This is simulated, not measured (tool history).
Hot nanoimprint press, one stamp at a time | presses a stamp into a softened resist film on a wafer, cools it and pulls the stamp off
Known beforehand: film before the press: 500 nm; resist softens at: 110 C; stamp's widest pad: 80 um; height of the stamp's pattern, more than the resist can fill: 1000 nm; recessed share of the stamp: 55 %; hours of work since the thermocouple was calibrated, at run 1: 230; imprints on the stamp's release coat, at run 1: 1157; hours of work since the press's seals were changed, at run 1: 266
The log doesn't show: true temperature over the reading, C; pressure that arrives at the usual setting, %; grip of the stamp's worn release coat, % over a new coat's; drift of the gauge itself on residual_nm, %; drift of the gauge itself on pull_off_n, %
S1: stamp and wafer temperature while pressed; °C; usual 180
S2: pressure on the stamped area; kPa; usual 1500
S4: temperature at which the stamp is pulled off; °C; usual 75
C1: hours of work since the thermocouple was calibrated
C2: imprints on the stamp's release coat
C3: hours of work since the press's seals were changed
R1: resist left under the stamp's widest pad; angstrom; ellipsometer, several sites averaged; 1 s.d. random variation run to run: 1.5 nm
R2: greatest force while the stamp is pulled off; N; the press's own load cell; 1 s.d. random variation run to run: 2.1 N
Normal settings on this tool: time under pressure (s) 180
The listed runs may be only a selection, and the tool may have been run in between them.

{"run": 1, "hour": 0.0, "S1": 180, "S2": 1500, "time under pressure (s)": 180, "S4": 75, "C1": 230, "C2": 1157, "C3": 266, "R1": 2865, "R2": 127}
{"run": 2, "hour": 33.3, "S1": 180, "S2": 1500, "time under pressure (s)": 180, "S4": 75, "C1": 253, "C2": 1241, "C3": 289, "R1": 2850, "R2": 129}
{"run": 3, "hour": 66.4, "S1": 180, "S2": 1500, "time under pressure (s)": 180, "S4": 75, "C1": 275, "C2": 1325, "C3": 312, "R1": 2841, "R2": 129}
{"run": 4, "hour": 99.6, "S1": 187, "S2": 1500, "time under pressure (s)": 180, "S4": 75, "C1": 298, "C2": 1409, "C3": 335, "R1": 2052, "R2": 128}
{"run": 5, "hour": 121.7, "S1": 180, "S2": 1500, "time under pressure (s)": 180, "S4": 75, "C1": 313, "C2": 1465, "C3": 350, "R1": 2872, "R2": 134}
{"run": 6, "hour": 169.9, "S1": 180, "S2": 1500, "time under pressure (s)": 180, "S4": 75, "C1": 347, "C2": 1588, "C3": 383, "R1": 2855, "R2": 131}
{"run": 7, "hour": 207.7, "S1": 180, "S2": 1500, "time under pressure (s)": 180, "S4": 75, "C1": 373, "C2": 1684, "C3": 410, "R1": 2869, "R2": 130}
{"run": 8, "hour": 253.5, "S1": 180, "S2": 1500, "time under pressure (s)": 180, "S4": 75, "C1": 404, "C2": 1800, "C3": 441, "R1": 2860, "R2": 129}
{"run": 9, "hour": 303.3, "S1": 180, "S2": 1500, "time under pressure (s)": 180, "S4": 66, "C1": 439, "C2": 1927, "C3": 475, "R1": 2858, "R2": 145}
{"hour": 344.4, "done": "stamp cleaned and given a new release coat"}
{"run": 10, "hour": 349.6, "S1": 180, "S2": 1500, "time under pressure (s)": 180, "S4": 75, "C1": 466, "C2": 13, "C3": 503, "R1": 2830, "R2": 130}
{"run": 11, "hour": 399.3, "S1": 180, "S2": 1500, "time under pressure (s)": 95, "S4": 75, "C1": 501, "C2": 139, "C3": 537, "R1": 3432, "R2": 132}
{"run": 12, "hour": 433.2, "S1": 180, "S2": 1500, "time under pressure (s)": 143, "S4": 75, "C1": 524, "C2": 225, "C3": 561, "R1": 3049, "R2": 134}
{"run": 13, "hour": 463.6, "S1": 180, "S2": 1500, "time under pressure (s)": 143, "S4": 75, "C1": 545, "C2": 303, "C3": 582, "R1": 3028, "R2": 125}
{"run": 14, "hour": 496.7, "S1": 180, "S2": 1500, "time under pressure (s)": 180, "S4": 75, "C1": 568, "C2": 387, "C3": 604, "R1": 2840, "R2": 131}
{"run": 15, "hour": 518.7, "S1": 187, "S2": 1500, "time under pressure (s)": 180, "S4": 75, "C1": 583, "C2": 442, "C3": 620, "R1": 2050, "R2": 130}
{"hour": 542.7, "done": "plate thermocouple calibrated"}
{"run": 16, "hour": 544.9, "S1": 187, "S2": 1500, "time under pressure (s)": 180, "S4": 75, "C1": 2, "C2": 502, "C3": 636, "R1": 2065, "R2": 132}
{"run": 17, "hour": 589.6, "S1": 187, "S2": 1500, "time under pressure (s)": 180, "S4": 75, "C1": 32, "C2": 615, "C3": 666, "R1": 2067, "R2": 130}
{"run": 18, "hour": 616.1, "S1": 173, "S2": 1960, "time under pressure (s)": 180, "S4": 75, "C1": 51, "C2": 682, "C3": 685, "R1": 3489, "R2": 131}
{"run": 19, "hour": 654.2, "S1": 173, "S2": 1960, "time under pressure (s)": 180, "S4": 75, "C1": 77, "C2": 779, "C3": 711, "R1": 3448, "R2": 131}
{"run": 20, "hour": 691.2, "S1": 173, "S2": 1960, "time under pressure (s)": 180, "S4": 75, "C1": 102, "C2": 873, "C3": 736, "R1": 3485, "R2": 128}
{"run": 21, "hour": 740.4, "S1": 188, "S2": 1950, "time under pressure (s)": 180, "S4": 75, "C1": 136, "C2": 998, "C3": 770, "R1": 1729, "R2": 131}
{"run": 22, "hour": 770.9, "S1": 180, "S2": 1500, "time under pressure (s)": 180, "S4": 68, "C1": 157, "C2": 1075, "C3": 791, "R1": 2838, "R2": 143}
{"run": 23, "hour": 807.2, "S1": 188, "S2": 1010, "time under pressure (s)": 140, "S4": 72, "C1": 182, "C2": 1167, "C3": 816, "R1": 2559, "R2": 134}
{"run": 24, "hour": 829.5, "S1": 188, "S2": 1010, "time under pressure (s)": 140, "S4": 63, "C1": 198, "C2": 1224, "C3": 832, "R1": 2567, "R2": 152}
{"run": 25, "hour": 862.3, "S1": 182, "S2": 1500, "time under pressure (s)": 180, "S4": 64, "C1": 220, "C2": 1307, "C3": 854, "R1": 2614, "R2": 148}
{"run": 26, "hour": 895.5, "S1": 179, "S2": 1300, "time under pressure (s)": 162, "S4": 82, "C1": 243, "C2": 1392, "C3": 877, "R1": 3203, "R2": 118}
{"run": 27, "hour": 926.0, "S1": 180, "S2": 1500, "time under pressure (s)": 180, "S4": 83, "C1": 264, "C2": 1469, "C3": 898, "R1": 2845, "R2": 118}
{"run": 28, "hour": 956.0, "S1": 191, "S2": 1500, "time under pressure (s)": 180, "S4": 70, "C1": 285, "C2": 1545, "C3": 919, "R1": 1678, "R2": 140}
{"run": 29, "hour": 1006.8, "S1": 191, "S2": 1500, "time under pressure (s)": 180, "S4": 70, "C1": 320, "C2": 1674, "C3": 954, "R1": 1687, "R2": 141}

5 options for the next run, each taken on its own from the tool as it stands now. Forecast them:
{"run": "A", "hour": 1056.2, "S1": 177, "S2": 1500, "time under pressure (s)": 180, "S4": 70, "C1": 354, "C2": 1800, "C3": 988, "R1": "?", "R2": "?"}
{"run": "B", "hour": 1056.2, "S1": 188, "S2": 1500, "time under pressure (s)": 180, "S4": 75, "C1": 354, "C2": 1800, "C3": 988, "R1": "?", "R2": "?"}
{"run": "C", "hour": 1056.2, "S1": 180, "S2": 1500, "time under pressure (s)": 180, "S4": 70, "C1": 354, "C2": 1800, "C3": 988, "R1": "?", "R2": "?"}
{"run": "D", "hour": 1056.2, "S1": 191, "S2": 1500, "time under pressure (s)": 170, "S4": 70, "C1": 354, "C2": 1800, "C3": 988, "R1": "?", "R2": "?"}
{"run": "E", "hour": 1056.2, "S1": 191, "S2": 1780, "time under pressure (s)": 180, "S4": 67, "C1": 354, "C2": 1800, "C3": 988, "R1": "?", "R2": "?"}

run=A R1=3224 R2=142
run=B R1=1953 R2=129
run=C R1=2865 R2=137
run=D R1=1735 R2=141
run=E R1=1555 R2=139
With no hidden state in the tool, these same runs would have given:
run=A R1=3226 R2=141
run=B R1=1954 R2=128
run=C R1=2867 R2=136
run=D R1=1736 R2=140
run=E R1=1555 R2=139

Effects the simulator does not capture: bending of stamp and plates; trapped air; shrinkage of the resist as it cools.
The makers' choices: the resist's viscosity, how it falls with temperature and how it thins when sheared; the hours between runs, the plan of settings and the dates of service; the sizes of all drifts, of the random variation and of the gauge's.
